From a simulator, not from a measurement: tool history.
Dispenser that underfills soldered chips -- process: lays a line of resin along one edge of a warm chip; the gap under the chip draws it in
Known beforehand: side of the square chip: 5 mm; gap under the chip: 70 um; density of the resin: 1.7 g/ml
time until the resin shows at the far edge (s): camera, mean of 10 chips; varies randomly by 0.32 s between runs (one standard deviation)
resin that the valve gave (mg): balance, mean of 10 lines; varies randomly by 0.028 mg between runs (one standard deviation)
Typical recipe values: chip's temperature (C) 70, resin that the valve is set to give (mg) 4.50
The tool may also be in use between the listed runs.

| run | hour | chip's temperature (C) | resin that the valve is set to give (mg) | time until the resin shows at the far edge (s) | resin that the valve gave (mg) |
|---|---|---|---|---|---|
| 1 | 0.0 | 70 | 4.50 | 15.0 | 4.26 |
|  | 13.2 | new syringe of resin |
| 2 | 13.2 | 70 | 4.50 | 12.2 | 4.24 |
| 3 | 24.9 | 70 | 4.10 | 21.5 | 3.83 |
|  | 32.2 | new syringe of resin |
| 4 | 37.6 | 70 | 4.10 | 15.8 | 3.81 |
| 5 | 45.8 | 70 | 4.10 | 23.4 | 3.84 |
|  | 51.6 | new syringe of resin |
| 6 | 51.7 | 70 | 4.50 | 11.8 | 4.17 |
| 7 | 59.5 | 70 | 4.50 | 18.4 | 4.14 |
|  | 67.9 | dispensing valve cleaned and set on the balance |
|  | 71.5 | new syringe of resin |
| 8 | 73.2 | 70 | 4.50 | 13.1 | 4.48 |
| 9 | 81.7 | 70 | 4.50 | 19.6 | 4.51 |
|  | 89.9 | new syringe of resin |
| 10 | 94.7 | 70 | 4.50 | 15.0 | 4.42 |
| 11 | 101.5 | 70 | 4.50 | 21.3 | 4.38 |
|  | 108.7 | new syringe of resin |
| 12 | 114.4 | 70 | 4.50 | 16.1 | 4.39 |
| 13 | 126.4 | 70 | 4.50 | 28.6 | 4.33 |
|  | 127.4 | new syringe of resin |
| 14 | 135.4 | 70 | 4.89 | 17.2 | 4.73 |
| 15 | 140.8 | 70 | 4.89 | 22.1 | 4.73 |
|  | 146.6 | new syringe of resin |
| 16 | 153.1 | 70 | 4.89 | 16.4 | 4.68 |
| 17 | 160.7 | 70 | 4.89 | 24.0 | 4.65 |
|  | 165.4 | new syringe of resin |
| 18 | 168.6 | 70 | 4.89 | 13.4 | 4.66 |
| 19 | 175.7 | 70 | 4.89 | 19.7 | 4.65 |
|  | 183.7 | new syringe of resin |
| 20 | 188.2 | 64 | 4.08 | 18.8 | 3.84 |
| 21 | 194.4 | 58 | 4.98 | 30.1 | 4.66 |
|  | 202.1 | new syringe of resin |
| 22 | 206.7 | 58 | 4.98 | 22.5 | 4.59 |
| 23 | 216.6 | 63 | 5.36 | 30.7 | 4.98 |
|  | 220.6 | new syringe of resin |
| 24 | 223.8 | 63 | 5.36 | 18.0 | 4.96 |
| 25 | 231.7 | 63 | 5.36 | 26.0 | 4.94 |
| 26 | 238.5 | 70 | 5.71 | 28.8 | 5.21 |
|  | 239.7 | new syringe of resin |
|  | 242.2 | dispensing valve cleaned and set on the balance |
| 27 | 252.2 | 56 | 5.24 | 33.2 | 5.20 |
|  | 259.5 | new syringe of resin |
| 28 | 262.4 | 56 | 5.24 | 23.2 | 5.19 |
| 29 | 271.4 | 56 | 5.24 | 35.3 | 5.14 |
|  | 278.9 | new syringe of resin |
| 30 | 279.1 | 56 | 5.24 | 20.3 | 5.12 |
| 31 | 284.9 | 82 | 5.35 | 10.9 | 5.27 |
| 32 | 295.3 | 79 | 4.43 | 20.7 | 4.30 |
|  | 297.7 | new syringe of resin |
| 33 | 302.5 | 79 | 4.43 | 11.6 | 4.29 |
| 34 | 308.4 | 80 | 4.15 | 15.0 | 3.99 |
| 35 | 314.3 | 80 | 4.49 | 19.7 | 4.33 |

3 options for the next run, each taken on its own from the tool as it stands now. Forecast them:
|  | 316.4 | new syringe of resin |
| A | 327.0 | 68 | 4.22 | ? | ? |
|  | 316.4 | new syringe of resin |
| B | 327.0 | 70 | 5.24 | ? | ? |
|  | 316.4 | new syringe of resin |
| C | 327.0 | 82 | 4.49 | ? | ? |

| run | time until the resin shows at the far edge (s) | resin that the valve gave (mg) |
|---|---|---|
| A | 22.2 | 4.06 |
| B | 19.6 | 5.06 |
| C | 13.8 | 4.25 |
With the hidden condition removed and each run's random variation left untouched, the same runs would have given:
| run | time until the resin shows at the far edge (s) | resin that the valve gave (mg) |
|---|---|---|
| A | 11.5 | 4.22 |
| B | 10.2 | 5.26 |
| C | 7.2 | 4.43 |
